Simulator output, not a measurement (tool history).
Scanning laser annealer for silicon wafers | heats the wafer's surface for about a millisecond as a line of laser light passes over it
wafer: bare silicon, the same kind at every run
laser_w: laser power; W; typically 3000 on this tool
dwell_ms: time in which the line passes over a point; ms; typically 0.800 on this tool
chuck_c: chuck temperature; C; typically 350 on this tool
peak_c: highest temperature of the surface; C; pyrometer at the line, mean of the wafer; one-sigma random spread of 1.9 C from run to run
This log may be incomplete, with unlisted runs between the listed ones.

run    hour  laser_w  dwell_ms  chuck_c  peak_c
  1     0.0     3000     0.800      350    1136
  2    49.4     3000     0.800      350    1134
  3    84.8     3000     0.800      350    1136
  4   121.4     3000     0.800      350    1133
  5   170.7     3201     0.800      350    1198
  6   222.4     3000     0.800      350    1132
  7   247.3     3000     0.800      345    1124
  8   285.3     3000     0.800      345    1121
  9   328.9     3000     0.800      345    1125
 10   359.0     3000     0.800      345    1121
 11   399.3     3000     0.800      350    1125
 12   445.2     3000     0.909      350    1175
 13   500.6     3000     0.909      350    1175
 14   538.1     3000     0.800      350    1119
 15   587.0     3000     0.777      350    1108
 16   629.1     3000     0.697      350    1067
 17   670.3     2580     0.800      350     987
 18   711.2     2580     0.800      350     983
 19   748.5     2580     0.800      350     980
 20   784.6     3000     0.800      350    1113
 21   828.1     2897     0.794      378    1106
 22   882.7     2632     0.800      353     998
      908.4  -- optics aligned, line set to its width
 23   930.2     2651     0.589      328     895
 24   982.2     2733     0.800      355    1040
     1019.0  -- window over the wafer cleaned
 25  1026.2     3231     0.926      374    1317
 26  1053.5     3231     0.870      363    1275
 27  1094.6     3231     0.582      388    1132
 28  1136.2     2907     0.800      361    1125
 29  1159.3     2907     0.800      361    1126
 30  1202.0     3109     0.788      350    1177
 31  1235.8     3125     0.800      350    1182
 32  1277.0     2806     0.800      311    1036
 33  1327.1     3225     0.800      360    1225

Estimate the outcome of run 34 from the log above:
 34  1383.0     3225     0.800      360       ?

Run 34 gave peak_c 1223 C.
Take away the tool's hidden state, keep the run-to-run variation as it was, and the same run would have given peak_c 1235 C.
